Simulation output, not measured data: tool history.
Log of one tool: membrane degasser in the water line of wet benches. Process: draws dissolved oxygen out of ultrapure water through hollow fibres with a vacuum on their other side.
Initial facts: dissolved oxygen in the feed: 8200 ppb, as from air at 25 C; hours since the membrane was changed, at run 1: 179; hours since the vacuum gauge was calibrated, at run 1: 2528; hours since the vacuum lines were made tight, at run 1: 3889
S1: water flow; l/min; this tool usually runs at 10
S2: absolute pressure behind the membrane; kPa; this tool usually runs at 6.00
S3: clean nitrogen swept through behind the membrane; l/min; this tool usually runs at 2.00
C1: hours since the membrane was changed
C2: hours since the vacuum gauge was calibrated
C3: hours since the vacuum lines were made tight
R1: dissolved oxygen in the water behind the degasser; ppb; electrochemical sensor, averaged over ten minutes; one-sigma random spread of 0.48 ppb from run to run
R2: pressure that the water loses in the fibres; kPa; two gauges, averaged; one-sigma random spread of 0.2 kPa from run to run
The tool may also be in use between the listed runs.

run 1 day=0.000 | S1=10 S2=6.00 S3=2.00 | C1=179 C2=2528 C3=3889 | R1=40.6 R2=45.26
run 2 day=2.321 | S1=10 S2=6.00 S3=2.00 | C1=235 C2=2584 C3=3944 | R1=40.6 R2=45.31
run 3 day=6.142 | S1=10 S2=6.00 S3=2.00 | C1=326 C2=2676 C3=4036 | R1=40.6 R2=45.19
run 4 day=9.129 | S1=10 S2=6.00 S3=2.00 | C1=398 C2=2748 C3=4108 | R1=40.0 R2=45.39
run 5 day=11.362 | S1=10 S2=6.00 S3=2.00 | C1=452 C2=2801 C3=4161 | R1=39.9 R2=45.12
run 6 day=13.125 | S1=10 S2=6.00 S3=2.00 | C1=494 C2=2843 C3=4204 | R1=41.3 R2=45.50
run 7 day=14.696 | S1=10 S2=6.00 S3=2.00 | C1=532 C2=2881 C3=4241 | R1=40.1 R2=45.46
run 8 day=16.721 | S1=10 S2=6.00 S3=0.84 | C1=580 C2=2930 C3=4290 | R1=88.9 R2=45.33
run 9 day=20.283 | S1=11 S2=6.00 S3=0.84 | C1=666 C2=3015 C3=4375 | R1=97.9 R2=50.00
run 10 day=22.279 | S1=10 S2=6.00 S3=2.00 | C1=714 C2=3063 C3=4423 | R1=41.8 R2=45.40
run 11 day=25.696 | S1=10 S2=6.00 S3=1.51 | C1=796 C2=3145 C3=4505 | R1=52.8 R2=45.40
run 12 day=27.654 | S1=10 S2=6.00 S3=2.00 | C1=843 C2=3192 C3=4552 | R1=41.1 R2=45.49
run 13 day=29.400 | S1=10 S2=7.95 S3=2.00 | C1=885 C2=3234 C3=4594 | R1=66.1 R2=45.94
run 14 day=32.850 | S1=10 S2=7.95 S3=2.00 | C1=968 C2=3317 C3=4677 | R1=64.7 R2=45.46
run 15 day=36.333 | S1=10 S2=7.95 S3=2.00 | C1=1051 C2=3400 C3=4761 | R1=65.2 R2=45.35
run 16 day=39.392 | S1=10 S2=7.95 S3=2.00 | C1=1124 C2=3474 C3=4834 | R1=66.1 R2=45.74
-- day=39.696 vacuum gauge calibrated
run 17 day=42.671 | S1=10 S2=5.83 S3=5.53 | C1=1203 C2=71 C3=4912 | R1=16.8 R2=45.56
run 18 day=44.996 | S1=10 S2=5.83 S3=4.25 | C1=1258 C2=127 C3=4968 | R1=21.3 R2=45.60
-- day=48.508 vacuum gauge calibrated, once more
run 19 day=48.829 | S1=10 S2=5.83 S3=4.25 | C1=1350 C2=8 C3=5060 | R1=19.8 R2=45.72
run 20 day=52.054 | S1=10 S2=4.95 S3=5.61 | C1=1427 C2=85 C3=5137 | R1=12.2 R2=45.85
run 21 day=55.167 | S1=10 S2=4.95 S3=5.61 | C1=1502 C2=160 C3=5212 | R1=12.0 R2=45.28
run 22 day=58.042 | S1=10 S2=4.95 S3=5.61 | C1=1571 C2=229 C3=5281 | R1=11.4 R2=45.79
run 23 day=61.475 | S1=8 S2=8.80 S3=0.91 | C1=1653 C2=311 C3=5363 | R1=124.9 R2=36.14
run 24 day=63.608 | S1=14 S2=8.80 S3=2.29 | C1=1705 C2=362 C3=5414 | R1=102.3 R2=63.83

Run 25, settings as shown, results not yet in. Your forecast:
run 25 day=66.125 | S1=14 S2=9.83 S3=3.11 | C1=1765 C2=423 C3=5475 | R1=? R2=?

R1: 94.6 ppb
R2: 64.11 kPa
With no hidden state in the tool, this same run would have given R1 91.4 ppb, R2 63.69 kPa.
